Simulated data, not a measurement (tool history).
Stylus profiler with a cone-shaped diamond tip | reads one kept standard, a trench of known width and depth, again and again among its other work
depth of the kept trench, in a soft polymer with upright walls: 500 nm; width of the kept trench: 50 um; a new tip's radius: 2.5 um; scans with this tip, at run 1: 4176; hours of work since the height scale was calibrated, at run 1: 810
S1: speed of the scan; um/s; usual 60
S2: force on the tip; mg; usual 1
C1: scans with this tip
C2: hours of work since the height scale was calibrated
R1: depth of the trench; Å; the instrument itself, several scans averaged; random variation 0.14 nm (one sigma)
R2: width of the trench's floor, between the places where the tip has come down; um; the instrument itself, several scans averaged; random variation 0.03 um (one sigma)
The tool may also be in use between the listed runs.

| run | hour | S1 | S2 | C1 | C2 | R1 | R2 |
|---|---|---|---|---|---|---|---|
| 1 | 0 | 60 | 1 | 4176 | 810 | 5005.3 | 46.4 |
| 2 | 45.2 | 60 | 1 | 4283 | 831 | 5005.6 | 46.41 |
| 3 | 67.2 | 60 | 1 | 4335 | 841 | 5002.2 | 46.42 |
| 4 | 110.1 | 60 | 1 | 4435 | 860 | 5002.3 | 46.41 |
| 5 | 157.6 | 60 | 1 | 4547 | 882 | 5003.9 | 46.41 |
| 6 | 197.9 | 112 | 1 | 4642 | 900 | 5004 | 46.15 |
| 7 | 236.4 | 112 | 1 | 4733 | 918 | 5002.8 | 46.15 |
| 8 | 283.9 | 112 | 1 | 4845 | 940 | 5003.2 | 46.15 |
| 9 | 308.7 | 112 | 1 | 4903 | 951 | 5003.2 | 46.15 |
| 10 | 353.8 | 112 | 1 | 5009 | 971 | 5002.4 | 46.14 |
| 11 | 375.9 | 112 | 1 | 5062 | 982 | 5000.9 | 46.18 |
| 12 | 421.5 | 112 | 1 | 5169 | 1002 | 5002.8 | 46.15 |
| 13 | 471.6 | 80 | 1 | 5287 | 1025 | 5004.4 | 46.32 |
| 14 | 517 | 60 | 1 | 5394 | 1046 | 4998.2 | 46.41 |
| 15 | 568.1 | 60 | 0.43 | 5514 | 1069 | 4994.3 | 46.26 |
| 16 | 596 | 60 | 0.43 | 5580 | 1082 | 4992.1 | 46.22 |
| 17 | 636.1 | 60 | 1.28 | 5675 | 1100 | 5005.1 | 46.44 |
| 18 | 680.9 | 60 | 1.28 | 5780 | 1121 | 5004.9 | 46.51 |
| 19 | 720.6 | 60 | 0.35 | 5873 | 1139 | 4990.6 | 46.12 |
| 20 | 749.8 | 60 | 1 | 5942 | 1152 | 4999.1 | 46.38 |
| 21 | 771.3 | 60 | 0.39 | 5993 | 1162 | 4993.2 | 46.18 |
| 22 | 811.6 | 235 | 1 | 6088 | 1181 | 4997.8 | 45.44 |
| 23 | 860.9 | 235 | 1 | 6204 | 1203 | 4997.2 | 45.4 |
| 24 | 892.3 | 235 | 1 | 6278 | 1217 | 4998.6 | 45.4 |
| 25 | 931 | 235 | 1 | 6369 | 1235 | 4996 | 45.36 |
| 26 | 959.6 | 51 | 1.48 | 6436 | 1248 | 5001.8 | 46.44 |
| 27 | 981.2 | 132 | 2.15 | 6487 | 1258 | 5011 | 46.2 |
| 28 | 1014 | 132 | 2.15 | 6565 | 1273 | 5007.4 | 46.19 |
| 29 | 1064.2 | 164 | 2.16 | 6683 | 1296 | 5008.2 | 46.06 |
| 30 | 1087.8 | 164 | 2.16 | 6738 | 1307 | 5008.9 | 46.07 |
| 31 | 1120.6 | 164 | 2.16 | 6816 | 1322 | 5008.7 | 46.03 |
| 32 | 1159.6 | 30 | 0.68 | 6908 | 1340 | 4991.2 | 46.49 |
| 33 | 1183.9 | 130 | 2.71 | 6965 | 1351 | 5011.4 | 46.19 |
| 34 | 1232.2 | 130 | 2.71 | 7079 | 1373 | 5010.9 | 46.22 |
| 35 | 1281.5 | 130 | 2.71 | 7195 | 1395 | 5015.3 | 46.22 |
| 36 | 1315.5 | 56 | 0.4 | 7275 | 1411 | 4984.3 | 46.18 |
| 37 | 1337.7 | 56 | 0.4 | 7327 | 1421 | 4986.2 | 46.2 |
| 38 | 1359.7 | 60 | 0.35 | 7379 | 1431 | 4984.4 | 46.08 |
| 39 | 1399.9 | 60 | 1 | 7474 | 1449 | 4992.2 | 46.35 |
| 40 | 1423.7 | 33 | 0.64 | 7530 | 1460 | 4990.2 | 46.45 |
| 41 | 1451.3 | 85 | 1 | 7595 | 1473 | 4992.7 | 46.16 |
| 42 | 1478.3 | 126 | 1 | 7658 | 1485 | 4993.1 | 45.93 |
| 43 | 1523.9 | 38 | 1.08 | 7765 | 1506 | 4994.3 | 46.4 |
| 44 | 1562.5 | 38 | 1.08 | 7856 | 1524 | 4993.4 | 46.45 |
| 45 | 1613.3 | 24 | 1.73 | 7976 | 1547 | 5001.1 | 46.56 |
| 46 | 1654.3 | 30 | 1.9 | 8073 | 1565 | 5002.3 | 46.52 |
| 47 | 1696.1 | 43 | 1.37 | 8171 | 1585 | 4996.8 | 46.42 |

Measured less the same run without the tool's hidden state. The same run-to-run variation is in both; the gauge's scatter may not be:
The hidden state here: radius of the tip, um; height scale over the true one, %; drift of the gauge itself on depth_nm, %; drift of the gauge itself on floor_um, %.
| run | R1 | R2 |
|---|---|---|
| 1 | -12.6 | -0.21 |
| 2 | -12.8 | -0.21 |
| 3 | -13 | -0.21 |
| 4 | -13.4 | -0.21 |
| 5 | -13.7 | -0.22 |
| 6 | -14 | -0.23 |
| 7 | -14.4 | -0.23 |
| 8 | -14.7 | -0.24 |
| 9 | -14.9 | -0.24 |
| 10 | -15.3 | -0.24 |
| 11 | -15.4 | -0.24 |
| 12 | -15.7 | -0.25 |
| 13 | -16.3 | -0.26 |
| 14 | -16.6 | -0.26 |
| 15 | -16.9 | -0.26 |
| 16 | -17.1 | -0.27 |
| 17 | -17.5 | -0.27 |
| 18 | -17.8 | -0.28 |
| 19 | -18.1 | -0.27 |
| 20 | -18.4 | -0.28 |
| 21 | -18.5 | -0.28 |
| 22 | -18.8 | -0.29 |
| 23 | -19.2 | -0.29 |
| 24 | -19.5 | -0.29 |
| 25 | -19.8 | -0.3 |
| 26 | -20 | -0.3 |
| 27 | -20.2 | -0.3 |
| 28 | -20.5 | -0.3 |
| 29 | -20.9 | -0.31 |
| 30 | -21 | -0.31 |
| 31 | -21.3 | -0.31 |
| 32 | -21.5 | -0.32 |
| 33 | -21.7 | -0.32 |
| 34 | -22.2 | -0.32 |
| 35 | -22.5 | -0.32 |
| 36 | -22.7 | -0.33 |
| 37 | -22.8 | -0.34 |
| 38 | -23 | -0.33 |
| 39 | -23.4 | -0.33 |
| 40 | -23.5 | -0.33 |
| 41 | -23.8 | -0.34 |
| 42 | -24 | -0.34 |
| 43 | -24.3 | -0.35 |
| 44 | -24.6 | -0.35 |
| 45 | -25.1 | -0.36 |
| 46 | -25.4 | -0.36 |
| 47 | -25.7 | -0.36 |
